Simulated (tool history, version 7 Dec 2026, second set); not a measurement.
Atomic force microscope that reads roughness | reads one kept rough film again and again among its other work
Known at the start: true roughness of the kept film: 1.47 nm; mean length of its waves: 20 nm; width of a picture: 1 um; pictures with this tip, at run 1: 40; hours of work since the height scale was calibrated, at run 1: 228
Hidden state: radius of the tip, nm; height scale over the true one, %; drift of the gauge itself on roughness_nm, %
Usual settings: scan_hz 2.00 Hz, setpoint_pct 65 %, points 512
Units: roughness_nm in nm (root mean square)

| run | hour | scan_hz | setpoint_pct | points | pictures with this tip | hours of work since the height scale was calibrated | roughness_nm |
|---|---|---|---|---|---|---|---|
| 1 | 0.0 | 2.00 | 65 | 512 | 40 | 228 | 1.243 |
| 2 | 8.2 | 2.00 | 65 | 512 | 62 | 234 | 1.223 |
| 3 | 17.2 | 2.00 | 65 | 512 | 86 | 241 | 1.240 |
|  | 21.5 | new tip fitted |
| 4 | 25.4 | 2.87 | 65 | 512 | 11 | 247 | 1.224 |
| 5 | 31.5 | 2.00 | 65 | 512 | 27 | 251 | 1.242 |
| 6 | 39.3 | 2.00 | 65 | 512 | 48 | 257 | 1.235 |
| 7 | 47.8 | 1.26 | 80 | 512 | 71 | 264 | 1.212 |
|  | 57.9 | new tip fitted |
| 8 | 58.8 | 0.54 | 72 | 374 | 3 | 272 | 1.241 |
| 9 | 65.0 | 0.54 | 72 | 374 | 19 | 277 | 1.249 |

The next listed run, before its measurement:
| 10 | 70.3 | 0.54 | 72 | 374 | 33 | 281 | ? |

{"run 10": {"roughness_nm": 1.248}}
Without the tool's hidden state the same run would have given roughness_nm 1.250 nm (root mean square).
